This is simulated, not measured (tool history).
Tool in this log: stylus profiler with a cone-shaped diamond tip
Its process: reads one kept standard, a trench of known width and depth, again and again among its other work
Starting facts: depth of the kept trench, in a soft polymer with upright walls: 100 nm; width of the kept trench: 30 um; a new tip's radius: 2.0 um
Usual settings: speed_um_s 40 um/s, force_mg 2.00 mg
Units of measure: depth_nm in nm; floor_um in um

run 1 day=0.000 | speed_um_s=40 force_mg=2.00 | depth_nm=101.44 floor_um=28.67
run 2 day=5.821 | speed_um_s=40 force_mg=2.34 | depth_nm=101.59 floor_um=28.58
run 3 day=8.775 | speed_um_s=40 force_mg=2.34 | depth_nm=101.59 floor_um=28.60
run 4 day=13.146 | speed_um_s=40 force_mg=2.55 | depth_nm=101.73 floor_um=28.62
run 5 day=18.867 | speed_um_s=40 force_mg=2.55 | depth_nm=101.68 floor_um=28.59
run 6 day=24.138 | speed_um_s=130 force_mg=2.00 | depth_nm=101.48 floor_um=28.30
run 7 day=27.262 | speed_um_s=40 force_mg=4.29 | depth_nm=102.42 floor_um=28.66
run 8 day=30.204 | speed_um_s=40 force_mg=4.29 | depth_nm=102.41 floor_um=28.68
run 9 day=35.375 | speed_um_s=40 force_mg=4.29 | depth_nm=102.40 floor_um=28.65
-- day=37.062 new tip fitted, height scale calibrated
run 10 day=41.333 | speed_um_s=20 force_mg=4.29 | depth_nm=102.42 floor_um=28.69
run 11 day=45.362 | speed_um_s=11 force_mg=1.81 | depth_nm=101.38 floor_um=28.69
run 12 day=47.858 | speed_um_s=148 force_mg=0.79 | depth_nm=100.76 floor_um=27.97
run 13 day=50.721 | speed_um_s=148 force_mg=0.79 | depth_nm=100.75 floor_um=27.96
run 14 day=54.625 | speed_um_s=22 force_mg=1.40 | depth_nm=101.12 floor_um=28.60
run 15 day=59.075 | speed_um_s=22 force_mg=1.40 | depth_nm=101.13 floor_um=28.67
run 16 day=61.767 | speed_um_s=22 force_mg=1.40 | depth_nm=101.15 floor_um=28.62

Run 17 comes next. What will it give?
run 17 day=66.621 | speed_um_s=20 force_mg=2.00 | depth_nm=? floor_um=?

Run 17 came out at depth_nm 101.41 nm, floor_um 28.64 um.
The same run, on a tool lacking any hidden state, would have yielded depth_nm 101.41 nm, floor_um 28.65 um.
